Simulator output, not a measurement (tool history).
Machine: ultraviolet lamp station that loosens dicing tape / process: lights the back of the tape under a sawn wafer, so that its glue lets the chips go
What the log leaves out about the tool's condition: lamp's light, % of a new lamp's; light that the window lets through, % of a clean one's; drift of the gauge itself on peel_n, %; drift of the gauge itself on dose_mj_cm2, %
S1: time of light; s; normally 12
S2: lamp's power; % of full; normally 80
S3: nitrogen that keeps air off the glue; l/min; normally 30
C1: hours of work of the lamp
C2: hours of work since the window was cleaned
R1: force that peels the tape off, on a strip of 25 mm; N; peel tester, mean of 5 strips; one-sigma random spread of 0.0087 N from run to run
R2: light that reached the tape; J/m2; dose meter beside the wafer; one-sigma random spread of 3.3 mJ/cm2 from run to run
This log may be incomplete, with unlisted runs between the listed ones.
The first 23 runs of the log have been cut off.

| run | hour | S1 | S2 | S3 | C1 | C2 | R1 | R2 |
|---|---|---|---|---|---|---|---|---|
| 24 | 403.8 | 9 | 80 | 22 | 454 | 105 | 1.044 | 3420 |
| 25 | 415.0 | 9 | 80 | 22 | 460 | 111 | 1.059 | 3440 |
| 26 | 434.0 | 12 | 72 | 23 | 470 | 120 | 0.728 | 4100 |
| 27 | 457.6 | 12 | 72 | 23 | 482 | 132 | 0.749 | 4090 |
| 28 | 470.7 | 12 | 77 | 30 | 488 | 139 | 0.501 | 4340 |
| 29 | 487.8 | 22 | 77 | 9 | 497 | 148 | 0.470 | 7940 |
| 30 | 497.8 | 10 | 75 | 30 | 502 | 153 | 0.790 | 3520 |
| 31 | 520.6 | 10 | 75 | 30 | 514 | 164 | 0.767 | 3500 |
| 32 | 536.8 | 12 | 86 | 22 | 522 | 173 | 0.569 | 4820 |
| 33 | 560.7 | 12 | 87 | 12 | 534 | 185 | 0.925 | 4840 |
| 34 | 584.0 | 6 | 65 | 11 | 546 | 197 | 3.354 | 1800 |
| 35 | 602.8 | 6 | 65 | 11 | 555 | 206 | 3.328 | 1800 |
| 36 | 618.0 | 21 | 66 | 11 | 563 | 214 | 0.591 | 6360 |
| 37 | 633.9 | 12 | 77 | 30 | 571 | 222 | 0.556 | 4260 |
| 38 | 653.1 | 12 | 77 | 30 | 581 | 232 | 0.549 | 4210 |
| 39 | 672.7 | 12 | 77 | 30 | 591 | 242 | 0.557 | 4220 |
| 40 | 687.6 | 7 | 73 | 11 | 599 | 249 | 2.715 | 2310 |
| 41 | 700.9 | 10 | 98 | 30 | 605 | 256 | 0.532 | 4400 |
| 42 | 719.8 | 12 | 80 | 46 | 615 | 266 | 0.389 | 4290 |
| 43 | 731.6 | 11 | 64 | 30 | 621 | 272 | 0.906 | 3180 |

Forecast each of these 4 alternatives for the next run:
| A | 753.2 | 8 | 97 | 43 | 632 | 283 | ? | ? |
| B | 753.2 | 14 | 82 | 30 | 632 | 283 | ? | ? |
| C | 753.2 | 13 | 66 | 16 | 632 | 283 | ? | ? |
| D | 753.2 | 11 | 68 | 36 | 632 | 283 | ? | ? |

| run | R1 | R2 |
|---|---|---|
| A | 0.624 | 3430 |
| B | 0.382 | 5130 |
| C | 1.088 | 3840 |
| D | 0.768 | 3350 |
The same runs, with their run-to-run variation unchanged, on a tool lacking any hidden condition would have given:
| run | R1 | R2 |
|---|---|---|
| A | 0.412 | 4280 |
| B | 0.275 | 6390 |
| C | 0.728 | 4790 |
| D | 0.505 | 4170 |

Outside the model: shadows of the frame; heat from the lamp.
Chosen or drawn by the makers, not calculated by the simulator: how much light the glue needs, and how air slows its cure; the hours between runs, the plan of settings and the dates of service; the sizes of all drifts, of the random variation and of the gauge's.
